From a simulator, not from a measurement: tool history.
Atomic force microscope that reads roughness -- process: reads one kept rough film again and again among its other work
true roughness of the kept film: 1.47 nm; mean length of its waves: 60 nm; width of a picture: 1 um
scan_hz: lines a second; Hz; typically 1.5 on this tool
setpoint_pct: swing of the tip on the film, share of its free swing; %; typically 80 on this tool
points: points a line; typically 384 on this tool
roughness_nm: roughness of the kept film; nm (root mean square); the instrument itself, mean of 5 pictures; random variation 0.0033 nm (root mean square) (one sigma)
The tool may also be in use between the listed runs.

run 1 day=0 | scan_hz=1.5 setpoint_pct=80 points=384 | roughness_nm=1.315
run 2 day=0.442 | scan_hz=1.5 setpoint_pct=80 points=384 | roughness_nm=1.315
-- day=0.788 new tip fitted
run 3 day=0.875 | scan_hz=1.5 setpoint_pct=55 points=384 | roughness_nm=1.422
run 4 day=1.354 | scan_hz=1.5 setpoint_pct=55 points=384 | roughness_nm=1.424
run 5 day=1.771 | scan_hz=1.5 setpoint_pct=55 points=384 | roughness_nm=1.424
run 6 day=2.042 | scan_hz=1.5 setpoint_pct=80 points=384 | roughness_nm=1.32
run 7 day=2.392 | scan_hz=1.5 setpoint_pct=80 points=384 | roughness_nm=1.315
run 8 day=2.862 | scan_hz=1.5 setpoint_pct=80 points=384 | roughness_nm=1.321
run 9 day=3.221 | scan_hz=1.5 setpoint_pct=80 points=384 | roughness_nm=1.316
run 10 day=3.421 | scan_hz=1.5 setpoint_pct=80 points=384 | roughness_nm=1.321
run 11 day=3.858 | scan_hz=1.5 setpoint_pct=80 points=756 | roughness_nm=1.317
run 12 day=4.246 | scan_hz=1.5 setpoint_pct=80 points=756 | roughness_nm=1.323
run 13 day=4.5 | scan_hz=2.87 setpoint_pct=87 points=384 | roughness_nm=1.136
run 14 day=4.708 | scan_hz=1.5 setpoint_pct=58 points=384 | roughness_nm=1.41
run 15 day=5.188 | scan_hz=1.5 setpoint_pct=58 points=384 | roughness_nm=1.414
run 16 day=5.592 | scan_hz=1.5 setpoint_pct=80 points=582 | roughness_nm=1.319

Predict each of these 4 candidate next runs independently; none follows another, all start after run 16:
run A day=6.054 | scan_hz=1.5 setpoint_pct=80 points=717 | roughness_nm=?
run B day=6.054 | scan_hz=1.5 setpoint_pct=69 points=384 | roughness_nm=?
run C day=6.054 | scan_hz=2.75 setpoint_pct=63 points=735 | roughness_nm=?
run D day=6.054 | scan_hz=1.5 setpoint_pct=61 points=526 | roughness_nm=?

run=A roughness_nm=1.316
run=B roughness_nm=1.374
run=C roughness_nm=1.366
run=D roughness_nm=1.405
Without the tool's hidden state the same runs would have given:
run=A roughness_nm=1.317
run=B roughness_nm=1.374
run=C roughness_nm=1.367
run=D roughness_nm=1.406
